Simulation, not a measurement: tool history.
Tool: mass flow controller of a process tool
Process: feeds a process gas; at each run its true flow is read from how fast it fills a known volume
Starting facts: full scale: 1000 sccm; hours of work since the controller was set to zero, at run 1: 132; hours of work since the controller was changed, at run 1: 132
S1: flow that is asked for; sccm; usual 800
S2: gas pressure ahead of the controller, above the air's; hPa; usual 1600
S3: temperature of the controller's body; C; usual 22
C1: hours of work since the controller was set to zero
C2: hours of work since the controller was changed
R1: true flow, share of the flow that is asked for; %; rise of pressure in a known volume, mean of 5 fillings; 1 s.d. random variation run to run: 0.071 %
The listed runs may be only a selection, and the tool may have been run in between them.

{"run": 1, "hour": 0.0, "S1": 800, "S2": 1600, "S3": 22, "C1": 132, "C2": 132, "R1": 99.85}
{"run": 2, "hour": 40.7, "S1": 800, "S2": 1600, "S3": 22, "C1": 156, "C2": 156, "R1": 99.58}
{"run": 3, "hour": 96.8, "S1": 800, "S2": 1600, "S3": 22, "C1": 189, "C2": 189, "R1": 99.53}
{"run": 4, "hour": 150.4, "S1": 800, "S2": 1600, "S3": 22, "C1": 221, "C2": 221, "R1": 99.36}
{"run": 5, "hour": 200.8, "S1": 800, "S2": 1600, "S3": 31, "C1": 251, "C2": 251, "R1": 99.71}
{"run": 6, "hour": 251.9, "S1": 800, "S2": 2110, "S3": 22, "C1": 281, "C2": 281, "R1": 98.89}
{"run": 7, "hour": 293.0, "S1": 251, "S2": 1600, "S3": 22, "C1": 305, "C2": 305, "R1": 97.84}
{"run": 8, "hour": 351.2, "S1": 251, "S2": 1600, "S3": 22, "C1": 339, "C2": 339, "R1": 97.76}
{"run": 9, "hour": 408.5, "S1": 231, "S2": 1600, "S3": 22, "C1": 373, "C2": 373, "R1": 97.64}
{"run": 10, "hour": 449.9, "S1": 800, "S2": 2680, "S3": 22, "C1": 398, "C2": 398, "R1": 98.25}
{"run": 11, "hour": 505.1, "S1": 800, "S2": 2680, "S3": 22, "C1": 430, "C2": 430, "R1": 98.08}
{"run": 12, "hour": 538.0, "S1": 129, "S2": 1600, "S3": 22, "C1": 450, "C2": 450, "R1": 97.22}
{"run": 13, "hour": 578.5, "S1": 129, "S2": 1600, "S3": 22, "C1": 474, "C2": 474, "R1": 97.04}
{"run": 14, "hour": 654.8, "S1": 129, "S2": 2310, "S3": 22, "C1": 519, "C2": 519, "R1": 96.45}
{"run": 15, "hour": 697.0, "S1": 800, "S2": 1600, "S3": 22, "C1": 544, "C2": 544, "R1": 98.49}
{"run": 16, "hour": 768.2, "S1": 800, "S2": 1600, "S3": 22, "C1": 586, "C2": 586, "R1": 98.44}
{"run": 17, "hour": 832.6, "S1": 800, "S2": 1600, "S3": 22, "C1": 624, "C2": 624, "R1": 98.14}
{"run": 18, "hour": 909.3, "S1": 800, "S2": 1600, "S3": 22, "C1": 669, "C2": 669, "R1": 98.0}
{"run": 19, "hour": 974.8, "S1": 895, "S2": 2550, "S3": 31, "C1": 708, "C2": 708, "R1": 97.88}
{"run": 20, "hour": 1006.7, "S1": 826, "S2": 1530, "S3": 28, "C1": 726, "C2": 726, "R1": 98.19}
{"run": 21, "hour": 1055.4, "S1": 510, "S2": 1720, "S3": 24, "C1": 755, "C2": 755, "R1": 97.04}
{"run": 22, "hour": 1119.9, "S1": 510, "S2": 1860, "S3": 24, "C1": 793, "C2": 793, "R1": 96.81}
{"run": 23, "hour": 1177.5, "S1": 125, "S2": 1890, "S3": 25, "C1": 827, "C2": 827, "R1": 95.83}
{"run": 24, "hour": 1211.9, "S1": 493, "S2": 1870, "S3": 40, "C1": 847, "C2": 847, "R1": 97.12}
{"hour": 1245.8, "done": "gauge calibrated"}
{"run": 25, "hour": 1279.3, "S1": 156, "S2": 2440, "S3": 35, "C1": 887, "C2": 887, "R1": 97.82}
{"run": 26, "hour": 1323.0, "S1": 225, "S2": 2440, "S3": 28, "C1": 913, "C2": 913, "R1": 97.87}
{"run": 27, "hour": 1397.7, "S1": 225, "S2": 2440, "S3": 28, "C1": 957, "C2": 957, "R1": 97.64}
{"run": 28, "hour": 1455.9, "S1": 450, "S2": 2440, "S3": 27, "C1": 991, "C2": 991, "R1": 98.03}
{"run": 29, "hour": 1492.0, "S1": 473, "S2": 1570, "S3": 37, "C1": 1013, "C2": 1013, "R1": 98.88}
{"run": 30, "hour": 1547.4, "S1": 209, "S2": 1600, "S3": 22, "C1": 1045, "C2": 1045, "R1": 97.53}
{"run": 31, "hour": 1597.8, "S1": 209, "S2": 1600, "S3": 22, "C1": 1075, "C2": 1075, "R1": 97.71}
{"run": 32, "hour": 1651.4, "S1": 800, "S2": 1600, "S3": 26, "C1": 1107, "C2": 1107, "R1": 99.09}
{"run": 33, "hour": 1718.5, "S1": 800, "S2": 1600, "S3": 26, "C1": 1146, "C2": 1146, "R1": 98.85}
{"run": 34, "hour": 1765.9, "S1": 800, "S2": 1600, "S3": 26, "C1": 1174, "C2": 1174, "R1": 98.83}
{"run": 35, "hour": 1839.6, "S1": 800, "S2": 2080, "S3": 26, "C1": 1218, "C2": 1218, "R1": 98.38}

4 options for the next run, each taken on its own from the tool as it stands now. Forecast them:
{"run": "A", "hour": 1874.6, "S1": 356, "S2": 1660, "S3": 34, "C1": 1239, "C2": 1239, "R1": "?"}
{"run": "B", "hour": 1874.6, "S1": 121, "S2": 2470, "S3": 26, "C1": 1239, "C2": 1239, "R1": "?"}
{"run": "C", "hour": 1874.6, "S1": 253, "S2": 2790, "S3": 22, "C1": 1239, "C2": 1239, "R1": "?"}
{"run": "D", "hour": 1874.6, "S1": 408, "S2": 1870, "S3": 22, "C1": 1239, "C2": 1239, "R1": "?"}

run=A R1=97.83
run=B R1=96.53
run=C R1=96.27
run=D R1=97.43
With the hidden condition removed and each run's random variation left untouched, the same runs would have given:
run=A R1=98.93
run=B R1=97.61
run=C R1=97.35
run=D R1=98.53
